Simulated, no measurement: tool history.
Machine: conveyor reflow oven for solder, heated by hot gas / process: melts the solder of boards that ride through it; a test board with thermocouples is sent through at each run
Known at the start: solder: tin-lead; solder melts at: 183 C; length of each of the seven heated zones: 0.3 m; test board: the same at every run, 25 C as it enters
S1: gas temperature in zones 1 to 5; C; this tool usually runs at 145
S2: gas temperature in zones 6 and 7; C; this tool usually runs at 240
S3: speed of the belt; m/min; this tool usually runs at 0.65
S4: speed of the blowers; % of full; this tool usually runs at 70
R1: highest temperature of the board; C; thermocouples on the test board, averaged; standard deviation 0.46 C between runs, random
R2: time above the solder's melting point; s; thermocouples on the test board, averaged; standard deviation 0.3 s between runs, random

run	hour	S1	S2	S3	S4	R1	R2
1	0	145	240	0.65	70	224.9	47.3
2	37.3	145	240	0.65	70	224.4	47.3
3	69.4	145	240	0.65	70	224.8	46.7
4	132.4	145	240	0.72	70	221.9	41.2
5	180.2	134	240	0.72	70	218	37.2
6	217.5	134	240	0.72	70	219.8	37.3
7	282.9	145	240	0.634	70	225.5	48.9
8	348.7	153	248	0.65	64	232	53
9	414.4	153	248	0.65	64	232.2	52.2
10	476	147	246	0.565	63	233.6	58.6
11	512.9	131	244	0.543	64	230.5	54.9
12	553.9	131	248	0.739	88	229.2	39.9
13	619.7	144	234	0.724	70	216.2	38

Put back what was entered between runs (2 entries, withheld): which listed runs does each sit between, and how does the hidden state differ from the listed run before to the listed run after?
Run 2 -> run 3: flux residue cleaned out of gas plates and filters (hour 52.7)
  heat that the gas passes to the board, % of a clean oven's: 99.7 -> 100
Run 9 -> run 10: flux residue cleaned out of gas plates and filters (hour 443.9)
  heat that the gas passes to the board, % of a clean oven's: 99.7 -> 100; true gas temperature in zones 6 and 7 over the reading, C: -0.06 -> -0.07
